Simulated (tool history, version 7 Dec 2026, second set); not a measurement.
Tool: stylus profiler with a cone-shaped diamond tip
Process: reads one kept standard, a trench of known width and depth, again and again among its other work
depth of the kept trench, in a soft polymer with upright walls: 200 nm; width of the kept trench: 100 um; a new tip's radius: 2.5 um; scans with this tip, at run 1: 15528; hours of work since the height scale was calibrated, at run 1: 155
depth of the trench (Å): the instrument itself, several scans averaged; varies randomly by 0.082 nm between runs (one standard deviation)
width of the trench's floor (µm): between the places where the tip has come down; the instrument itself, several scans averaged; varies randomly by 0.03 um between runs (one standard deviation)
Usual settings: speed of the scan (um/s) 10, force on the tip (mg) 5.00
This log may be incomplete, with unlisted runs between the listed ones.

| run | hour | speed of the scan (um/s) | force on the tip (mg) | scans with this tip | hours of work since the height scale was calibrated | depth of the trench (Å) | width of the trench's floor (µm) |
|---|---|---|---|---|---|---|---|
| 1 | 0.0 | 10 | 5.00 | 15528 | 155 | 2051.6 | 97.36 |
|  | 58.8 | new tip fitted, height scale calibrated |
| 2 | 120.0 | 10 | 5.00 | 246 | 45 | 2052.5 | 97.98 |
| 3 | 216.7 | 10 | 5.00 | 635 | 116 | 2052.7 | 97.98 |
| 4 | 293.9 | 10 | 5.00 | 946 | 172 | 2051.1 | 97.92 |
| 5 | 416.2 | 10 | 5.00 | 1438 | 262 | 2052.4 | 97.94 |
| 6 | 536.8 | 36 | 5.00 | 1923 | 350 | 2054.9 | 97.78 |
| 7 | 623.5 | 36 | 5.00 | 2272 | 414 | 2054.5 | 97.77 |
| 8 | 729.8 | 8 | 5.00 | 2700 | 492 | 2053.5 | 97.84 |
| 9 | 820.2 | 10 | 10.74 | 3063 | 558 | 2088.6 | 97.83 |
| 10 | 872.5 | 4 | 5.00 | 3274 | 596 | 2054.6 | 97.79 |
| 11 | 995.9 | 4 | 5.00 | 3770 | 687 | 2055.3 | 97.84 |
| 12 | 1093.1 | 4 | 2.80 | 4162 | 758 | 2040.0 | 97.80 |
| 13 | 1172.7 | 4 | 2.80 | 4482 | 816 | 2039.8 | 97.82 |
| 14 | 1233.9 | 10 | 4.88 | 4728 | 861 | 2054.3 | 97.79 |
| 15 | 1297.7 | 10 | 1.94 | 4985 | 908 | 2032.1 | 97.74 |
| 16 | 1385.7 | 10 | 1.94 | 5339 | 972 | 2033.5 | 97.71 |
| 17 | 1470.9 | 10 | 6.23 | 5682 | 1035 | 2064.3 | 97.72 |
| 18 | 1569.2 | 10 | 5.01 | 6077 | 1107 | 2058.0 | 97.70 |
| 19 | 1661.3 | 10 | 5.01 | 6448 | 1174 | 2059.4 | 97.67 |
| 20 | 1740.9 | 10 | 5.00 | 6768 | 1232 | 2057.8 | 97.66 |
|  | 1758.4 | height scale calibrated on a step standard |
| 21 | 1855.6 | 10 | 5.00 | 7228 | 71 | 2050.4 | 97.62 |
| 22 | 1921.2 | 10 | 5.00 | 7491 | 119 | 2050.4 | 97.68 |
| 23 | 2032.5 | 10 | 2.49 | 7940 | 201 | 2032.4 | 97.60 |
| 24 | 2088.2 | 10 | 2.49 | 8164 | 242 | 2031.7 | 97.65 |
| 25 | 2163.8 | 28 | 10.21 | 8468 | 297 | 2083.1 | 97.57 |
| 26 | 2283.6 | 4 | 2.11 | 8950 | 385 | 2028.8 | 97.59 |
| 27 | 2402.9 | 10 | 2.72 | 9430 | 472 | 2035.6 | 97.51 |
| 28 | 2472.7 | 4 | 5.00 | 9711 | 523 | 2053.9 | 97.58 |
| 29 | 2565.0 | 10 | 5.26 | 10082 | 591 | 2054.0 | 97.53 |
| 30 | 2640.5 | 18 | 11.58 | 10386 | 646 | 2092.3 | 97.49 |
| 31 | 2730.5 | 2 | 8.79 | 10748 | 712 | 2078.4 | 97.56 |
| 32 | 2839.2 | 5 | 3.79 | 11185 | 792 | 2045.7 | 97.50 |
| 33 | 2906.2 | 13 | 3.05 | 11455 | 841 | 2039.2 | 97.48 |
| 34 | 3008.6 | 13 | 3.05 | 11867 | 916 | 2041.9 | 97.43 |
| 35 | 3070.7 | 13 | 10.23 | 12117 | 962 | 2086.6 | 97.45 |
| 36 | 3146.6 | 4 | 8.37 | 12422 | 1017 | 2077.4 | 97.42 |
| 37 | 3226.8 | 2 | 5.00 | 12745 | 1076 | 2055.5 | 97.52 |
| 38 | 3319.7 | 2 | 5.00 | 13119 | 1144 | 2055.5 | 97.44 |
| 39 | 3429.8 | 2 | 5.00 | 13562 | 1225 | 2057.4 | 97.43 |
|  | 3458.2 | height scale calibrated on a step standard |
| 40 | 3539.6 | 25 | 5.00 | 14002 | 60 | 2051.6 | 97.29 |
| 41 | 3610.4 | 4 | 5.00 | 14287 | 112 | 2052.4 | 97.37 |
| 42 | 3688.1 | 4 | 5.00 | 14599 | 168 | 2053.3 | 97.35 |
| 43 | 3815.3 | 4 | 5.00 | 15111 | 262 | 2054.4 | 97.39 |
| 44 | 3874.2 | 4 | 2.37 | 15348 | 305 | 2034.6 | 97.33 |
| 45 | 3935.2 | 4 | 2.37 | 15594 | 350 | 2033.6 | 97.36 |
|  | 3989.4 | new tip fitted, height scale calibrated |
| 46 | 4041.6 | 6 | 3.25 | 211 | 38 | 2037.6 | 97.98 |

Each row is a separate what-if for the run after 46, all from the same tool condition, not one after another. Results?
| A | 4109.8 | 12 | 5.70 | 485 | 88 | ? | ? |
| B | 4109.8 | 10 | 4.53 | 485 | 88 | ? | ? |
| C | 4109.8 | 6 | 2.11 | 485 | 88 | ? | ? |
| D | 4109.8 | 7 | 11.99 | 485 | 88 | ? | ? |

| run | depth of the trench (Å) | width of the trench's floor (µm) |
|---|---|---|
| A | 2056.3 | 98.03 |
| B | 2049.0 | 98.03 |
| C | 2029.8 | 97.99 |
| D | 2093.2 | 98.04 |
Without the tool's hidden state the same runs would have given:
| run | depth of the trench (Å) | width of the trench's floor (µm) |
|---|---|---|
| A | 2055.7 | 98.03 |
| B | 2048.5 | 98.03 |
| C | 2029.3 | 97.99 |
| D | 2092.6 | 98.04 |
